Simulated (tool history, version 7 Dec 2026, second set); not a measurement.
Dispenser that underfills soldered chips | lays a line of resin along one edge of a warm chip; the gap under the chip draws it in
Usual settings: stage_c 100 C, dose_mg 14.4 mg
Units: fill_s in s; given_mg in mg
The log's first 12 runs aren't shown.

run	hour	stage_c	dose_mg	hours of work since the syringe was changed	hours of work since the valve was cleaned	hours of work since the stage was calibrated	fill_s	given_mg
# hour 47.3: new syringe of resin
13	47.6	100	18	0	43	175	124.3	17.38
14	51.4	100	14.4	3	46	178	146.7	14.01
15	54.7	100	16.4	5	49	180	161.6	15.71
# hour 56.8: new syringe of resin
16	58.4	99	14.4	1	51	183	140.8	13.95
17	60.9	99	14.4	3	53	185	153.6	13.77
18	64.7	99	14.4	6	56	188	176.9	13.76
# hour 66: new syringe of resin
19	67.8	99	14.4	1	58	190	138	13.72
20	70.8	99	12.5	4	60	192	159.3	11.95
21	74.5	99	12.5	6	63	195	182.9	11.82
# hour 75.1: new syringe of resin
22	78	102	16	2	65	197	131	15.23
23	82.5	105	12.9	5	69	200	143.4	12.08
# hour 84.3: new syringe of resin
24	85.9	88	14.6	1	71	203	195.9	13.95
25	90.4	87	15.2	5	74	206	238.1	14.3
# hour 93.5: new syringe of resin
26	93.9	110	17.3	0	77	208	90.7	16.28
27	96.4	97	18.7	2	78	210	149.8	17.52
28	99.8	85	15.3	5	81	213	254.5	14.33
# hour 102.6: new syringe of resin
29	104.8	100	17.7	2	84	216	132.3	16.5
30	109.3	86	18.5	5	88	219	248.2	17.12
# hour 111.7: new syringe of resin
31	111.7	100	17.3	0	89	221	122.4	16.04
32	114.8	112	15.9	2	92	223	96.7	14.81
33	117.2	94	14.6	4	93	225	183	13.54
34	120.1	105	12.2	6	96	227	150.6	11.46
# hour 121: new syringe of resin
35	122.9	109	14.4	1	97	229	100.3	13.3

4 ways to go on from here, each from the tool as it stands after run 35. What would each give?
A	126.3	90	16.6	4	100	232	?	?
B	126.3	115	15.1	4	100	232	?	?
C	126.3	111	15.6	4	100	232	?	?
D	126.3	109	13.3	4	100	232	?	?

run	fill_s	given_mg
A	205.5	15.37
B	97.3	13.94
C	109.1	14.49
D	117.6	12.29
Without the tool's hidden state the same runs would have given:
run	fill_s	given_mg
A	177	16.63
B	83.1	15.08
C	93.4	15.68
D	100	13.3
